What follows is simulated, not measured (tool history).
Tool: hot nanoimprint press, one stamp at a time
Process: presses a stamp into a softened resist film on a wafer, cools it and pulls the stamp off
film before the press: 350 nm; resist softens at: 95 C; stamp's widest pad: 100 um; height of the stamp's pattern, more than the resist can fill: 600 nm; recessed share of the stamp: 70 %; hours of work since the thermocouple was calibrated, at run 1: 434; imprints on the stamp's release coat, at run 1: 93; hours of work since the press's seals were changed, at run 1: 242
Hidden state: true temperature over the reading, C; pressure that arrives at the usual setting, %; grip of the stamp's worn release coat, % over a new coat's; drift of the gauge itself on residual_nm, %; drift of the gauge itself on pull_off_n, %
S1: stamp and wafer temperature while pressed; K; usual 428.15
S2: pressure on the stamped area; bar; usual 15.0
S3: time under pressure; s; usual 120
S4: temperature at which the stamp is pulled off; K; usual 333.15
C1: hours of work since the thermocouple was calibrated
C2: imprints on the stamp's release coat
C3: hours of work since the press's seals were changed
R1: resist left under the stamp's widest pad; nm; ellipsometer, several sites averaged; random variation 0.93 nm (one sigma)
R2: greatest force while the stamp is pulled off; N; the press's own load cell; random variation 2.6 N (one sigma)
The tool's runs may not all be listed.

{"run": 1, "day": 0.0, "S1": 428.15, "S2": 15.0, "S3": 120, "S4": 333.15, "C1": 434, "C2": 93, "C3": 242, "R1": 117.7, "R2": 117}
{"run": 2, "day": 1.562, "S1": 428.15, "S2": 15.0, "S3": 120, "S4": 333.15, "C1": 453, "C2": 180, "C3": 262, "R1": 116.6, "R2": 119}
{"run": 3, "day": 2.446, "S1": 428.15, "S2": 15.0, "S3": 120, "S4": 333.15, "C1": 464, "C2": 229, "C3": 273, "R1": 117.6, "R2": 129}
{"run": 4, "day": 4.004, "S1": 428.15, "S2": 15.0, "S3": 120, "S4": 333.15, "C1": 484, "C2": 315, "C3": 293, "R1": 115.8, "R2": 121}
{"day": 5.1, "done": "plate thermocouple calibrated"}
{"run": 5, "day": 5.717, "S1": 428.15, "S2": 15.0, "S3": 120, "S4": 333.15, "C1": 8, "C2": 404, "C3": 313, "R1": 131.3, "R2": 130}
{"run": 6, "day": 6.696, "S1": 428.15, "S2": 15.0, "S3": 120, "S4": 333.15, "C1": 20, "C2": 458, "C3": 325, "R1": 131.7, "R2": 138}
{"run": 7, "day": 8.288, "S1": 424.15, "S2": 15.0, "S3": 120, "S4": 333.15, "C1": 40, "C2": 546, "C3": 345, "R1": 167.3, "R2": 137}
{"run": 8, "day": 9.062, "S1": 424.15, "S2": 15.0, "S3": 120, "S4": 324.15, "C1": 50, "C2": 589, "C3": 355, "R1": 166.6, "R2": 163}
{"run": 9, "day": 10.375, "S1": 424.15, "S2": 15.0, "S3": 120, "S4": 324.15, "C1": 66, "C2": 662, "C3": 371, "R1": 166.9, "R2": 159}
{"run": 10, "day": 11.629, "S1": 424.15, "S2": 15.0, "S3": 120, "S4": 324.15, "C1": 82, "C2": 732, "C3": 387, "R1": 166.3, "R2": 164}
{"run": 11, "day": 12.512, "S1": 424.15, "S2": 15.0, "S3": 120, "S4": 324.15, "C1": 93, "C2": 781, "C3": 398, "R1": 167.7, "R2": 166}
{"run": 12, "day": 13.483, "S1": 428.15, "S2": 15.0, "S3": 120, "S4": 338.15, "C1": 106, "C2": 835, "C3": 411, "R1": 128.5, "R2": 125}
{"run": 13, "day": 14.588, "S1": 428.15, "S2": 15.0, "S3": 120, "S4": 338.15, "C1": 119, "C2": 896, "C3": 424, "R1": 127.3, "R2": 126}
{"run": 14, "day": 15.962, "S1": 428.15, "S2": 15.0, "S3": 120, "S4": 338.15, "C1": 137, "C2": 973, "C3": 442, "R1": 128.0, "R2": 134}
{"run": 15, "day": 17.55, "S1": 428.15, "S2": 23.5, "S3": 95, "S4": 333.15, "C1": 157, "C2": 1061, "C3": 462, "R1": 110.5, "R2": 145}
{"run": 16, "day": 18.354, "S1": 436.15, "S2": 9.2, "S3": 63, "S4": 333.15, "C1": 167, "C2": 1105, "C3": 472, "R1": 130.6, "R2": 151}
{"run": 17, "day": 19.925, "S1": 426.15, "S2": 15.0, "S3": 120, "S4": 333.15, "C1": 187, "C2": 1193, "C3": 492, "R1": 143.1, "R2": 147}
{"run": 18, "day": 20.746, "S1": 426.15, "S2": 12.3, "S3": 156, "S4": 333.15, "C1": 197, "C2": 1238, "C3": 502, "R1": 142.8, "R2": 155}
{"run": 19, "day": 22.154, "S1": 428.15, "S2": 9.2, "S3": 120, "S4": 319.15, "C1": 215, "C2": 1316, "C3": 520, "R1": 158.1, "R2": 205}
{"run": 20, "day": 22.812, "S1": 428.15, "S2": 9.2, "S3": 120, "S4": 319.15, "C1": 223, "C2": 1353, "C3": 528, "R1": 158.7, "R2": 196}
{"run": 21, "day": 23.621, "S1": 428.15, "S2": 9.2, "S3": 120, "S4": 319.15, "C1": 233, "C2": 1398, "C3": 538, "R1": 158.2, "R2": 208}
{"run": 22, "day": 24.333, "S1": 428.15, "S2": 9.2, "S3": 120, "S4": 319.15, "C1": 242, "C2": 1437, "C3": 547, "R1": 159.5, "R2": 209}
{"run": 23, "day": 25.088, "S1": 428.15, "S2": 9.2, "S3": 120, "S4": 319.15, "C1": 252, "C2": 1479, "C3": 557, "R1": 159.9, "R2": 203}
{"run": 24, "day": 26.233, "S1": 428.15, "S2": 9.2, "S3": 120, "S4": 319.15, "C1": 266, "C2": 1543, "C3": 571, "R1": 157.5, "R2": 204}
{"day": 27.042, "done": "stamp cleaned and given a new release coat"}
{"run": 25, "day": 27.925, "S1": 417.15, "S2": 15.0, "S3": 120, "S4": 331.15, "C1": 284, "C2": 49, "C3": 589, "R1": 235.3, "R2": 126}
{"run": 26, "day": 28.692, "S1": 428.15, "S2": 15.0, "S3": 91, "S4": 322.15, "C1": 294, "C2": 91, "C3": 599, "R1": 136.7, "R2": 147}
{"run": 27, "day": 29.646, "S1": 428.15, "S2": 15.0, "S3": 91, "S4": 322.15, "C1": 306, "C2": 144, "C3": 611, "R1": 135.6, "R2": 150}
{"run": 28, "day": 31.2, "S1": 428.15, "S2": 15.0, "S3": 91, "S4": 322.15, "C1": 325, "C2": 231, "C3": 630, "R1": 135.2, "R2": 148}

How the hidden state differs across the entries between the runs, from the last listed run before each to the first after it:
Between runs 4 and 5: plate thermocouple calibrated (day 5.100)
  true temperature over the reading, C: 1.96 -> 0; pressure that arrives at the usual setting, %: 98.85 -> 98.76; grip of the stamp's worn release coat, % over a new coat's: 6.8 -> 8.7
  measured less the result without the state, R1: -14.5 -> +0.8 nm; R2: +3 -> +10 N
Between runs 24 and 25: stamp cleaned and given a new release coat (day 27.042)
  true temperature over the reading, C: 1.05 -> 1.13; pressure that arrives at the usual setting, %: 97.68 -> 97.6; grip of the stamp's worn release coat, % over a new coat's: 34.4 -> 1
  measured less the result without the state, R1: -8.9 -> -10.9 nm; R2: +50 -> -1 N
